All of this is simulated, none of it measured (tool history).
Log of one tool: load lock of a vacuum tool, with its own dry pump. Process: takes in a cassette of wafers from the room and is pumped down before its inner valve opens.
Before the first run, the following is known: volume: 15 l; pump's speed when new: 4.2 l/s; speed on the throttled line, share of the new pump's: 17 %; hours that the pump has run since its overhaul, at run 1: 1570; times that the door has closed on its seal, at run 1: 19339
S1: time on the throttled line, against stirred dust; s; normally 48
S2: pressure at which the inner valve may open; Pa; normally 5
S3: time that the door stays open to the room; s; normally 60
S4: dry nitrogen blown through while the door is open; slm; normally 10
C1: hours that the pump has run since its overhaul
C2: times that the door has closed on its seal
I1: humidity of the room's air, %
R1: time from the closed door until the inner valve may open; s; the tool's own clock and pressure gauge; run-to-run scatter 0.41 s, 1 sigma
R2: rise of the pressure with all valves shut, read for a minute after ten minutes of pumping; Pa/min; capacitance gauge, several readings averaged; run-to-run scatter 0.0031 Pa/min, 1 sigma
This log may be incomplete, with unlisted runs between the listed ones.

run 1 hour=0 | S1=48 S2=5 S3=60 S4=10 | C1=1570 C2=19339 | I1=42.5 | R1=76.7 R2=0.298
run 2 hour=85.1 | S1=48 S2=5 S3=60 S4=10 | C1=1655 C2=19635 | I1=48.8 | R1=76.4 R2=0.314
run 3 hour=156.3 | S1=48 S2=5 S3=60 S4=10 | C1=1726 C2=19882 | I1=45.8 | R1=76.4 R2=0.321
run 4 hour=272.4 | S1=48 S2=5 S3=60 S4=10 | C1=1842 C2=20285 | I1=44.6 | R1=76.7 R2=0.33
run 5 hour=398.2 | S1=48 S2=5 S3=60 S4=10 | C1=1968 C2=20722 | I1=45.1 | R1=76.7 R2=0.334
run 6 hour=523.1 | S1=48 S2=5 S3=42 S4=10 | C1=2093 C2=21156 | I1=43.9 | R1=76.3 R2=0.315
run 7 hour=614 | S1=48 S2=5 S3=42 S4=19 | C1=2184 C2=21472 | I1=45.9 | R1=76.6 R2=0.322
run 8 hour=700.7 | S1=48 S2=5 S3=42 S4=19 | C1=2270 C2=21772 | I1=43.7 | R1=77.3 R2=0.331
run 9 hour=778.1 | S1=48 S2=5 S3=42 S4=19 | C1=2348 C2=22041 | I1=45.2 | R1=76.4 R2=0.337
run 10 hour=878.2 | S1=48 S2=5 S3=60 S4=10 | C1=2448 C2=22389 | I1=47.2 | R1=77.2 R2=0.374
run 11 hour=1001.6 | S1=48 S2=5 S3=60 S4=10 | C1=2571 C2=22817 | I1=44.7 | R1=75.9 R2=0.376
run 12 hour=1136.3 | S1=48 S2=5 S3=60 S4=10 | C1=2706 C2=23285 | I1=44 | R1=76.8 R2=0.379
run 13 hour=1251.1 | S1=48 S2=5 S3=60 S4=10 | C1=2821 C2=23684 | I1=47.9 | R1=76.7 R2=0.392
run 14 hour=1403 | S1=48 S2=5 S3=60 S4=10 | C1=2973 C2=24211 | I1=44.6 | R1=77 R2=0.412
run 15 hour=1561.2 | S1=48 S2=5 S3=60 S4=10 | C1=3131 C2=24761 | I1=41.5 | R1=76.5 R2=0.429
run 16 hour=1681.6 | S1=48 S2=5 S3=60 S4=10 | C1=3251 C2=25179 | I1=47.2 | R1=77.5 R2=0.436
run 17 hour=1796.9 | S1=48 S2=5 S3=60 S4=10 | C1=3367 C2=25579 | I1=43.2 | R1=76.9 R2=0.433
run 18 hour=1929.8 | S1=42 S2=5 S3=60 S4=10 | C1=3500 C2=26041 | I1=43.2 | R1=71.9 R2=0.454
run 19 hour=2003.3 | S1=77 S2=5 S3=60 S4=10 | C1=3573 C2=26296 | I1=46.5 | R1=101.1 R2=0.466
run 20 hour=2112.9 | S1=25 S2=8 S3=65 S4=26 | C1=3683 C2=26677 | I1=42.3 | R1=56 R2=0.45
run 21 hour=2252.8 | S1=25 S2=8 S3=65 S4=26 | C1=3823 C2=27162 | I1=42.7 | R1=56.3 R2=0.475
run 22 hour=2381 | S1=48 S2=6 S3=62 S4=9 | C1=3951 C2=27608 | I1=42.7 | R1=76.7 R2=0.496
run 23 hour=2522.9 | S1=70 S2=5 S3=60 S4=7 | C1=4093 C2=28100 | I1=47.6 | R1=96 R2=0.52
run 24 hour=2630.2 | S1=35 S2=5 S3=125 S4=39 | C1=4200 C2=28473 | I1=46.9 | R1=66.7 R2=0.519
run 25 hour=2741.5 | S1=35 S2=5 S3=125 S4=39 | C1=4311 C2=28860 | I1=43.1 | R1=66.7 R2=0.526
run 26 hour=2828 | S1=35 S2=5 S3=125 S4=39 | C1=4398 C2=29160 | I1=48.5 | R1=66.6 R2=0.536
-- hour=2889.6 door's seal changed, seat wiped
run 27 hour=2921.4 | S1=26 S2=8 S3=194 S4=10 | C1=4490 C2=110 | I1=46.6 | R1=57.8 R2=0.184
run 28 hour=3083.9 | S1=48 S2=5 S3=104 S4=33 | C1=4652 C2=675 | I1=44.4 | R1=77.9 R2=0.08
run 29 hour=3167 | S1=36 S2=6 S3=104 S4=6 | C1=4735 C2=963 | I1=50 | R1=66.3 R2=0.148
run 30 hour=3326.4 | S1=36 S2=6 S3=104 S4=6 | C1=4895 C2=1517 | I1=43.5 | R1=68.1 R2=0.135
run 31 hour=3408.2 | S1=48 S2=9 S3=61 S4=10 | C1=4976 C2=1800 | I1=47 | R1=75.6 R2=0.092

For run 32, what comes out?
run 32 hour=3488.7 | S1=48 S2=9 S3=61 S4=10 | C1=5057 C2=2080 | I1=45.8 | R1=? R2=?

Run 32 came out at R1 75.1 s, R2 0.098 Pa/min.
Were there no unlogged condition in the tool, this run, its random variation unchanged, would have produced R1 73.6 s, R2 0.083 Pa/min.

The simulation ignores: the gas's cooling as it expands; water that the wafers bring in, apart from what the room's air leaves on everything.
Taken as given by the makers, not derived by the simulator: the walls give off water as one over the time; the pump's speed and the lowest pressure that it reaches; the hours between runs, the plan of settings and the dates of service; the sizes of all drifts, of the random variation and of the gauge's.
